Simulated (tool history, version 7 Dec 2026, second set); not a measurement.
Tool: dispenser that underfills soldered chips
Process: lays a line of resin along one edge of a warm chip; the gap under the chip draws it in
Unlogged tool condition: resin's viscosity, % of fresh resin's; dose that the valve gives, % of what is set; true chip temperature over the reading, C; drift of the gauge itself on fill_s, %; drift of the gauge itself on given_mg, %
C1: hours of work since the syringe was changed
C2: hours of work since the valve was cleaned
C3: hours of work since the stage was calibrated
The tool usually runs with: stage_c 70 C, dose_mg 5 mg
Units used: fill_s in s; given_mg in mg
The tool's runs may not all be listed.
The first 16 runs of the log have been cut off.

-- day=7.929 new syringe of resin
run 17 day=8.038 | stage_c=70 dose_mg=5 | C1=2 C2=25 C3=501 | fill_s=20.7 given_mg=4.95
-- day=8.321 new syringe of resin
run 18 day=8.471 | stage_c=70 dose_mg=5 | C1=2 C2=31 C3=507 | fill_s=21.3 given_mg=4.92
-- day=8.729 new syringe of resin
run 19 day=9.088 | stage_c=70 dose_mg=5 | C1=6 C2=41 C3=516 | fill_s=23 given_mg=4.93
-- day=9.158 new syringe of resin
-- day=9.55 new syringe of resin
run 20 day=9.667 | stage_c=70 dose_mg=5 | C1=2 C2=49 C3=525 | fill_s=20.5 given_mg=4.89
-- day=9.95 new syringe of resin
run 21 day=10.112 | stage_c=75 dose_mg=4.29 | C1=3 C2=56 C3=532 | fill_s=17.6 given_mg=4.14
-- day=10.367 new syringe of resin
run 22 day=10.396 | stage_c=73 dose_mg=6.2 | C1=0 C2=60 C3=536 | fill_s=16.4 given_mg=6.1
-- day=10.775 new syringe of resin
run 23 day=10.862 | stage_c=74 dose_mg=6.41 | C1=1 C2=67 C3=543 | fill_s=16.6 given_mg=6.27
-- day=11.167 new syringe of resin
run 24 day=11.167 | stage_c=74 dose_mg=6.41 | C1=0 C2=71 C3=547 | fill_s=15.9 given_mg=6.17
-- day=11.588 new syringe of resin
run 25 day=11.662 | stage_c=66 dose_mg=5 | C1=1 C2=79 C3=555 | fill_s=23.3 given_mg=4.84
-- day=11.992 new syringe of resin
run 26 day=12.142 | stage_c=76 dose_mg=4.86 | C1=2 C2=86 C3=562 | fill_s=16.1 given_mg=4.74
-- day=12.388 new syringe of resin
run 27 day=12.529 | stage_c=76 dose_mg=4.86 | C1=2 C2=92 C3=568 | fill_s=16 given_mg=4.74
-- day=12.771 new syringe of resin
run 28 day=13.021 | stage_c=78 dose_mg=4.45 | C1=4 C2=99 C3=575 | fill_s=16.3 given_mg=4.28
-- day=13.167 new syringe of resin
run 29 day=13.412 | stage_c=78 dose_mg=4.45 | C1=4 C2=105 C3=581 | fill_s=16.1 given_mg=4.27
-- day=13.554 new syringe of resin
-- day=13.688 stage's temperature calibrated
-- day=13.979 new syringe of resin
run 30 day=14.121 | stage_c=69 dose_mg=4.45 | C1=2 C2=115 C3=6 | fill_s=20.3 given_mg=4.31
-- day=14.35 dispensing valve cleaned and set on the balance
-- day=14.4 new syringe of resin
run 31 day=14.521 | stage_c=70 dose_mg=4.99 | C1=2 C2=2 C3=12 | fill_s=19.4 given_mg=5
-- day=14.812 new syringe of resin
run 32 day=14.962 | stage_c=70 dose_mg=4.99 | C1=2 C2=9 C3=18 | fill_s=19.4 given_mg=4.98
-- day=15.217 new syringe of resin
-- day=15.625 new syringe of resin
run 33 day=15.625 | stage_c=78 dose_mg=5.13 | C1=0 C2=19 C3=28 | fill_s=12.7 given_mg=5.13

What if the next run were any one of these 5? Each begins from the tool's condition after run 33:
-- day=16.021 new syringe of resin
run A day=16.021 | stage_c=66 dose_mg=4.81 | C1=0 C2=25 C3=34 | fill_s=? given_mg=?
-- day=16.021 new syringe of resin
run B day=16.021 | stage_c=55 dose_mg=4.36 | C1=0 C2=25 C3=34 | fill_s=? given_mg=?
-- day=16.021 new syringe of resin
run C day=16.021 | stage_c=63 dose_mg=4.41 | C1=0 C2=25 C3=34 | fill_s=? given_mg=?
-- day=16.021 new syringe of resin
run D day=16.021 | stage_c=67 dose_mg=4.23 | C1=0 C2=25 C3=34 | fill_s=? given_mg=?
-- day=16.021 new syringe of resin
run E day=16.021 | stage_c=60 dose_mg=4.64 | C1=0 C2=25 C3=34 | fill_s=? given_mg=?

run=A fill_s=21.1 given_mg=4.81
run=B fill_s=35 given_mg=4.3
run=C fill_s=24.5 given_mg=4.38
run=D fill_s=21.4 given_mg=4.21
run=E fill_s=27.2 given_mg=4.63
With no hidden state in the tool, these same runs would have given:
run=A fill_s=20.9 given_mg=4.85
run=B fill_s=34.5 given_mg=4.34
run=C fill_s=24.2 given_mg=4.42
run=D fill_s=21.1 given_mg=4.25
run=E fill_s=26.8 given_mg=4.67

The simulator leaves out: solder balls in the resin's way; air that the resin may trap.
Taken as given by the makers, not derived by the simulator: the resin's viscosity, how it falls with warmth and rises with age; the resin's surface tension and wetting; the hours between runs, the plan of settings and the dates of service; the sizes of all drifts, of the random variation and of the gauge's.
